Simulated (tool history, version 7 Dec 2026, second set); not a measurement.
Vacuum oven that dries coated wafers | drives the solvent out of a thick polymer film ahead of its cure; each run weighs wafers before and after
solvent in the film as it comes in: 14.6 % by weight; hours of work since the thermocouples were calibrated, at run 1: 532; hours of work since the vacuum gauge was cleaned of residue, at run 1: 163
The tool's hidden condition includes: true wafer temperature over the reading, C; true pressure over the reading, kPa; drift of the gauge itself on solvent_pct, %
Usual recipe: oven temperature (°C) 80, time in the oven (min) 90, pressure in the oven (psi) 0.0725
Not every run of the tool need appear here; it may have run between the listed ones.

run,hour,oven temperature (°C),time in the oven (min),pressure in the oven (psi),hours of work since the thermocouples were calibrated,hours of work since the vacuum gauge was cleaned of residue,solvent left in the film (%)
1,0.0,80,90,0.0725,532,163,2.19
2,22.0,80,45,0.0725,542,173,4.92
3,40.4,80,45,0.0725,550,181,4.85
4,55.4,80,45,0.0725,557,188,4.92
5,71.5,80,45,0.0725,564,195,5.01
6,89.2,80,45,0.0725,572,203,4.81
7,107.9,80,90,0.0725,581,211,2.17
8,127.7,80,90,0.0725,590,220,2.17
9,147.0,80,90,0.0725,598,229,2.10
10,166.7,86,148,0.1710,607,238,0.56
11,185.2,86,148,0.1710,615,246,0.66
12,198.4,80,90,0.0721,621,252,2.18
13,214.2,80,90,0.0721,629,259,2.20
14,226.7,77,82,0.2585,634,265,4.01
15,247.6,80,81,0.0732,644,274,2.44
16,258.0,68,91,0.0595,648,279,6.26
17,279.5,68,91,0.0595,658,288,6.16

Consider 4 possible next runs. They are alternatives, not a sequence: every one starts from the tool as it was left by run 17. What does each give?
A,303.4,68,96,0.0595,669,299,?
B,303.4,76,91,0.0595,669,299,?
C,303.4,67,90,0.1701,669,299,?
D,303.4,91,149,0.1028,669,299,?

run,solvent left in the film (%)
A,6.02
B,3.39
C,6.99
D,0.25
What these runs would have given with no unlogged condition in the tool:
run,solvent left in the film (%)
A,6.00
B,3.37
C,6.97
D,0.25
